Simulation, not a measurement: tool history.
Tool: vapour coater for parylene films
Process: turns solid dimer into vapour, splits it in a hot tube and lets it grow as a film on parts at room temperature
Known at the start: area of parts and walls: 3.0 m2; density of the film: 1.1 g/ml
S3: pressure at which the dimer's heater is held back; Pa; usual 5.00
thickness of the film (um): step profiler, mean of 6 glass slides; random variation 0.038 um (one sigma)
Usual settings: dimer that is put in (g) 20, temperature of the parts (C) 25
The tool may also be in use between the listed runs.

{"run": 1, "day": 0.0, "dimer that is put in (g)": 20, "temperature of the parts (C)": 25, "S3": 5.0, "thickness of the film (um)": 4.64}
{"run": 2, "day": 1.4, "dimer that is put in (g)": 20, "temperature of the parts (C)": 25, "S3": 5.0, "thickness of the film (um)": 4.63}
{"run": 3, "day": 2.458, "dimer that is put in (g)": 20, "temperature of the parts (C)": 25, "S3": 5.0, "thickness of the film (um)": 4.59}
{"run": 4, "day": 3.329, "dimer that is put in (g)": 14, "temperature of the parts (C)": 25, "S3": 5.0, "thickness of the film (um)": 3.21}
{"run": 5, "day": 5.154, "dimer that is put in (g)": 14, "temperature of the parts (C)": 25, "S3": 5.0, "thickness of the film (um)": 3.21}
{"run": 6, "day": 6.588, "dimer that is put in (g)": 14, "temperature of the parts (C)": 25, "S3": 5.0, "thickness of the film (um)": 3.21}
{"run": 7, "day": 8.15, "dimer that is put in (g)": 14, "temperature of the parts (C)": 25, "S3": 5.0, "thickness of the film (um)": 3.26}
{"run": 8, "day": 9.229, "dimer that is put in (g)": 9, "temperature of the parts (C)": 25, "S3": 5.0, "thickness of the film (um)": 2.06}
{"run": 9, "day": 10.046, "dimer that is put in (g)": 20, "temperature of the parts (C)": 25, "S3": 5.0, "thickness of the film (um)": 4.62}
{"run": 10, "day": 11.783, "dimer that is put in (g)": 20, "temperature of the parts (C)": 25, "S3": 5.0, "thickness of the film (um)": 4.65}
{"run": 11, "day": 13.496, "dimer that is put in (g)": 8, "temperature of the parts (C)": 25, "S3": 5.0, "thickness of the film (um)": 1.87}
{"run": 12, "day": 15.046, "dimer that is put in (g)": 8, "temperature of the parts (C)": 25, "S3": 5.0, "thickness of the film (um)": 1.81}
{"run": 13, "day": 16.05, "dimer that is put in (g)": 15, "temperature of the parts (C)": 25, "S3": 5.0, "thickness of the film (um)": 3.45}
{"run": 14, "day": 17.133, "dimer that is put in (g)": 20, "temperature of the parts (C)": 25, "S3": 5.0, "thickness of the film (um)": 4.59}
{"run": 15, "day": 18.758, "dimer that is put in (g)": 20, "temperature of the parts (C)": 25, "S3": 5.0, "thickness of the film (um)": 4.62}
{"run": 16, "day": 20.279, "dimer that is put in (g)": 20, "temperature of the parts (C)": 25, "S3": 5.0, "thickness of the film (um)": 4.57}
{"run": 17, "day": 21.383, "dimer that is put in (g)": 20, "temperature of the parts (C)": 25, "S3": 5.0, "thickness of the film (um)": 4.59}
{"run": 18, "day": 22.933, "dimer that is put in (g)": 20, "temperature of the parts (C)": 25, "S3": 5.0, "thickness of the film (um)": 4.55}
{"run": 19, "day": 23.967, "dimer that is put in (g)": 27, "temperature of the parts (C)": 25, "S3": 3.84, "thickness of the film (um)": 6.33}
{"run": 20, "day": 25.479, "dimer that is put in (g)": 9, "temperature of the parts (C)": 30, "S3": 3.84, "thickness of the film (um)": 1.89}
{"run": 21, "day": 26.608, "dimer that is put in (g)": 18, "temperature of the parts (C)": 30, "S3": 5.0, "thickness of the film (um)": 3.71}
{"run": 22, "day": 28.292, "dimer that is put in (g)": 18, "temperature of the parts (C)": 30, "S3": 5.0, "thickness of the film (um)": 3.68}
{"run": 23, "day": 29.062, "dimer that is put in (g)": 18, "temperature of the parts (C)": 30, "S3": 5.0, "thickness of the film (um)": 3.67}
{"run": 24, "day": 30.5, "dimer that is put in (g)": 18, "temperature of the parts (C)": 30, "S3": 5.0, "thickness of the film (um)": 3.69}
{"run": 25, "day": 32.108, "dimer that is put in (g)": 18, "temperature of the parts (C)": 30, "S3": 5.0, "thickness of the film (um)": 3.73}
{"run": 26, "day": 33.8, "dimer that is put in (g)": 27, "temperature of the parts (C)": 30, "S3": 3.01, "thickness of the film (um)": 5.83}
{"run": 27, "day": 34.883, "dimer that is put in (g)": 28, "temperature of the parts (C)": 25, "S3": 3.03, "thickness of the film (um)": 6.73}
{"run": 28, "day": 36.058, "dimer that is put in (g)": 11, "temperature of the parts (C)": 30, "S3": 3.92, "thickness of the film (um)": 2.28}
{"run": 29, "day": 37.55, "dimer that is put in (g)": 11, "temperature of the parts (C)": 30, "S3": 3.92, "thickness of the film (um)": 2.31}
{"run": 30, "day": 38.838, "dimer that is put in (g)": 11, "temperature of the parts (C)": 30, "S3": 3.92, "thickness of the film (um)": 2.32}
{"run": 31, "day": 39.762, "dimer that is put in (g)": 31, "temperature of the parts (C)": 30, "S3": 7.75, "thickness of the film (um)": 6.11}
{"run": 32, "day": 40.75, "dimer that is put in (g)": 34, "temperature of the parts (C)": 25, "S3": 5.0, "thickness of the film (um)": 7.79}
{"run": 33, "day": 41.771, "dimer that is put in (g)": 20, "temperature of the parts (C)": 26, "S3": 10.04, "thickness of the film (um)": 4.22}
{"run": 34, "day": 42.7, "dimer that is put in (g)": 30, "temperature of the parts (C)": 35, "S3": 5.0, "thickness of the film (um)": 5.51}
{"run": 35, "day": 44.588, "dimer that is put in (g)": 32, "temperature of the parts (C)": 21, "S3": 3.77, "thickness of the film (um)": 8.33}

Taken out of this log: 1 entry between the listed runs. Where each belongs, and how the hidden state differs across it:
Between runs 34 and 35: trap's valve overhauled (day 43.188)
  vapour lost through the trap's worn valve, %: 0.6 -> 0
  measured less the result without the state, thickness of the film (um): -0.04 -> -0.01

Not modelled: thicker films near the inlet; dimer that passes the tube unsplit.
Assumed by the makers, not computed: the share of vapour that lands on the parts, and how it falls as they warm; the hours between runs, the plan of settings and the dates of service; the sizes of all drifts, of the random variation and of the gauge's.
